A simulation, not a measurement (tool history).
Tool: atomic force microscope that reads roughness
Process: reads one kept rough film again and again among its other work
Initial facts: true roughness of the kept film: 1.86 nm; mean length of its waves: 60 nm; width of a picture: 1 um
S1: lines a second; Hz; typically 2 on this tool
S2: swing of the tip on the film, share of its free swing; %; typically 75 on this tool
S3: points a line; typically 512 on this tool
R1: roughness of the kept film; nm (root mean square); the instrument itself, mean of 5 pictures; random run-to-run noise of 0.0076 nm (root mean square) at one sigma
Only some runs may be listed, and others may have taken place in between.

run   hour    S1  S2   S3     R1
  1      0     2  75  512  1.581
  2   47.1     2  75  512  1.554
        63  -- new tip fitted
  3   96.6     2  86  512   1.48
  4  129.9     2  75  652  1.584
  5  175.3     2  75  652  1.564
     199.3  -- new tip fitted
  6  199.3     2  75  652  1.603
  7  245.5  3.85  75  652  1.437
  8  288.6  3.85  75  652   1.42
  9  317.4  3.85  75  652  1.411
     335.5  -- new tip fitted
 10  362.6     2  75  512  1.606
 11  415.9     2  75  403  1.585
 12  456.5  2.39  75  291  1.519
     470.5  -- new tip fitted
 13  509.2  2.39  75  291  1.557
 14  549.2  2.39  75  291  1.533
 15  571.4  2.39  82  291  1.436
     608.9  -- new tip fitted
 16  608.9     2  75  923  1.597
 17  650.3  1.11  75  622  1.666
 18    674  1.11  75  622  1.666
 19  704.2  1.11  75  622   1.65
     748.1  -- new tip fitted
 20  752.2   3.5  82  965  1.369
 21  801.2  2.41  72  283  1.557

Results for each run, recomputed without the tool's hidden state and with each run's random variation untouched:
What the log doesn't record here: radius of the tip, nm; height scale over the true one, %; drift of the gauge itself on roughness_nm, %.
run     R1
  1  1.612
  2  1.606
  3  1.497
  4  1.618
  5  1.619
  6  1.608
  7  1.462
  8  1.463
  9  1.467
 10  1.628
 11  1.633
 12  1.583
 13  1.587
 14  1.582
 15  1.491
 16  1.613
 17  1.704
 18  1.716
 19  1.715
 20  1.387
 21  1.603

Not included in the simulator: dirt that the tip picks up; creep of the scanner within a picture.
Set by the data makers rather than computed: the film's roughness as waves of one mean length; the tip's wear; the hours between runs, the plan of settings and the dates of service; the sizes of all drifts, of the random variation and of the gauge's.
